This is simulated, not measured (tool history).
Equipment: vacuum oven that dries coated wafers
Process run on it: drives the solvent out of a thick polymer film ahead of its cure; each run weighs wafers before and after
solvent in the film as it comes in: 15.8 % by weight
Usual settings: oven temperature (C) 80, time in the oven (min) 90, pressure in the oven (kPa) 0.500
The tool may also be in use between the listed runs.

{"run": 1, "day": 0.0, "oven temperature (C)": 80, "time in the oven (min)": 90, "pressure in the oven (kPa)": 0.5, "solvent left in the film (%)": 1.04}
{"run": 2, "day": 2.825, "oven temperature (C)": 80, "time in the oven (min)": 90, "pressure in the oven (kPa)": 0.913, "solvent left in the film (%)": 1.27}
{"run": 3, "day": 7.204, "oven temperature (C)": 80, "time in the oven (min)": 90, "pressure in the oven (kPa)": 1.739, "solvent left in the film (%)": 1.66}
{"day": 8.712, "done": "oven's thermocouples calibrated"}
{"run": 4, "day": 11.133, "oven temperature (C)": 80, "time in the oven (min)": 90, "pressure in the oven (kPa)": 1.739, "solvent left in the film (%)": 1.84}
{"run": 5, "day": 14.433, "oven temperature (C)": 80, "time in the oven (min)": 90, "pressure in the oven (kPa)": 1.512, "solvent left in the film (%)": 1.72}
{"run": 6, "day": 17.125, "oven temperature (C)": 80, "time in the oven (min)": 90, "pressure in the oven (kPa)": 1.512, "solvent left in the film (%)": 1.78}
{"run": 7, "day": 22.388, "oven temperature (C)": 80, "time in the oven (min)": 162, "pressure in the oven (kPa)": 0.5, "solvent left in the film (%)": 0.56}
{"run": 8, "day": 26.996, "oven temperature (C)": 80, "time in the oven (min)": 162, "pressure in the oven (kPa)": 0.5, "solvent left in the film (%)": 0.5}
{"day": 29.071, "done": "oven's thermocouples calibrated, once more"}
{"run": 9, "day": 30.875, "oven temperature (C)": 80, "time in the oven (min)": 162, "pressure in the oven (kPa)": 0.5, "solvent left in the film (%)": 0.5}
{"run": 10, "day": 34.883, "oven temperature (C)": 80, "time in the oven (min)": 162, "pressure in the oven (kPa)": 0.5, "solvent left in the film (%)": 0.48}
{"run": 11, "day": 37.183, "oven temperature (C)": 80, "time in the oven (min)": 162, "pressure in the oven (kPa)": 0.5, "solvent left in the film (%)": 0.54}
{"run": 12, "day": 41.233, "oven temperature (C)": 80, "time in the oven (min)": 99, "pressure in the oven (kPa)": 0.5, "solvent left in the film (%)": 0.88}
{"run": 13, "day": 43.512, "oven temperature (C)": 80, "time in the oven (min)": 99, "pressure in the oven (kPa)": 0.5, "solvent left in the film (%)": 0.9}
{"run": 14, "day": 48.371, "oven temperature (C)": 80, "time in the oven (min)": 99, "pressure in the oven (kPa)": 0.5, "solvent left in the film (%)": 0.89}
{"run": 15, "day": 50.95, "oven temperature (C)": 80, "time in the oven (min)": 99, "pressure in the oven (kPa)": 0.5, "solvent left in the film (%)": 0.95}
{"run": 16, "day": 53.725, "oven temperature (C)": 80, "time in the oven (min)": 99, "pressure in the oven (kPa)": 1.524, "solvent left in the film (%)": 1.46}
{"run": 17, "day": 58.692, "oven temperature (C)": 80, "time in the oven (min)": 90, "pressure in the oven (kPa)": 0.5, "solvent left in the film (%)": 1.05}
{"run": 18, "day": 62.475, "oven temperature (C)": 80, "time in the oven (min)": 101, "pressure in the oven (kPa)": 0.5, "solvent left in the film (%)": 0.93}
{"run": 19, "day": 67.875, "oven temperature (C)": 67, "time in the oven (min)": 101, "pressure in the oven (kPa)": 0.5, "solvent left in the film (%)": 3.58}
{"run": 20, "day": 71.738, "oven temperature (C)": 67, "time in the oven (min)": 101, "pressure in the oven (kPa)": 0.5, "solvent left in the film (%)": 3.62}
{"run": 21, "day": 75.196, "oven temperature (C)": 91, "time in the oven (min)": 48, "pressure in the oven (kPa)": 0.597, "solvent left in the film (%)": 0.99}
{"run": 22, "day": 80.179, "oven temperature (C)": 85, "time in the oven (min)": 68, "pressure in the oven (kPa)": 0.5, "solvent left in the film (%)": 1.05}
{"run": 23, "day": 85.633, "oven temperature (C)": 78, "time in the oven (min)": 49, "pressure in the oven (kPa)": 0.5, "solvent left in the film (%)": 3.53}
{"day": 86.008, "done": "vacuum gauge cleaned of residue and calibrated"}
{"run": 24, "day": 89.492, "oven temperature (C)": 78, "time in the oven (min)": 49, "pressure in the oven (kPa)": 0.5, "solvent left in the film (%)": 3.3}
{"run": 25, "day": 93.238, "oven temperature (C)": 78, "time in the oven (min)": 49, "pressure in the oven (kPa)": 0.5, "solvent left in the film (%)": 3.27}
{"run": 26, "day": 97.442, "oven temperature (C)": 72, "time in the oven (min)": 76, "pressure in the oven (kPa)": 0.332, "solvent left in the film (%)": 2.99}
{"run": 27, "day": 102.196, "oven temperature (C)": 90, "time in the oven (min)": 120, "pressure in the oven (kPa)": 0.616, "solvent left in the film (%)": 0.24}
{"run": 28, "day": 107.262, "oven temperature (C)": 80, "time in the oven (min)": 92, "pressure in the oven (kPa)": 0.883, "solvent left in the film (%)": 1.16}
{"run": 29, "day": 111.729, "oven temperature (C)": 72, "time in the oven (min)": 152, "pressure in the oven (kPa)": 1.232, "solvent left in the film (%)": 1.67}
{"run": 30, "day": 114.65, "oven temperature (C)": 70, "time in the oven (min)": 126, "pressure in the oven (kPa)": 1.507, "solvent left in the film (%)": 2.7}
{"run": 31, "day": 118.225, "oven temperature (C)": 86, "time in the oven (min)": 59, "pressure in the oven (kPa)": 1.771, "solvent left in the film (%)": 1.6}
{"run": 32, "day": 120.567, "oven temperature (C)": 89, "time in the oven (min)": 48, "pressure in the oven (kPa)": 0.978, "solvent left in the film (%)": 1.28}
{"run": 33, "day": 122.838, "oven temperature (C)": 89, "time in the oven (min)": 48, "pressure in the oven (kPa)": 0.978, "solvent left in the film (%)": 1.33}
{"run": 34, "day": 125.95, "oven temperature (C)": 89, "time in the oven (min)": 48, "pressure in the oven (kPa)": 0.978, "solvent left in the film (%)": 1.32}
{"day": 128.075, "done": "oven's thermocouples calibrated"}
{"run": 35, "day": 130.292, "oven temperature (C)": 80, "time in the oven (min)": 59, "pressure in the oven (kPa)": 0.898, "solvent left in the film (%)": 2.11}
{"run": 36, "day": 134.292, "oven temperature (C)": 80, "time in the oven (min)": 62, "pressure in the oven (kPa)": 0.808, "solvent left in the film (%)": 1.94}
{"run": 37, "day": 139.058, "oven temperature (C)": 80, "time in the oven (min)": 51, "pressure in the oven (kPa)": 1.546, "solvent left in the film (%)": 2.98}
{"run": 38, "day": 143.246, "oven temperature (C)": 80, "time in the oven (min)": 51, "pressure in the oven (kPa)": 1.546, "solvent left in the film (%)": 2.97}

Consider 3 possible next runs. They are alternatives, not a sequence: every one starts from the tool as it was left by run 38. What does each give?
{"run": "A", "day": 147.821, "oven temperature (C)": 69, "time in the oven (min)": 56, "pressure in the oven (kPa)": 1.456, "solvent left in the film (%)": "?"}
{"run": "B", "day": 147.821, "oven temperature (C)": 67, "time in the oven (min)": 90, "pressure in the oven (kPa)": 0.361, "solvent left in the film (%)": "?"}
{"run": "C", "day": 147.821, "oven temperature (C)": 89, "time in the oven (min)": 116, "pressure in the oven (kPa)": 1.72, "solvent left in the film (%)": "?"}

run=A solvent_left_in_the_film_(%)=5.81
run=B solvent_left_in_the_film_(%)=3.64
run=C solvent_left_in_the_film_(%)=0.81
Without the tool's hidden state the same runs would have given:
run=A solvent_left_in_the_film_(%)=5.60
run=B solvent_left_in_the_film_(%)=3.39
run=C solvent_left_in_the_film_(%)=0.69
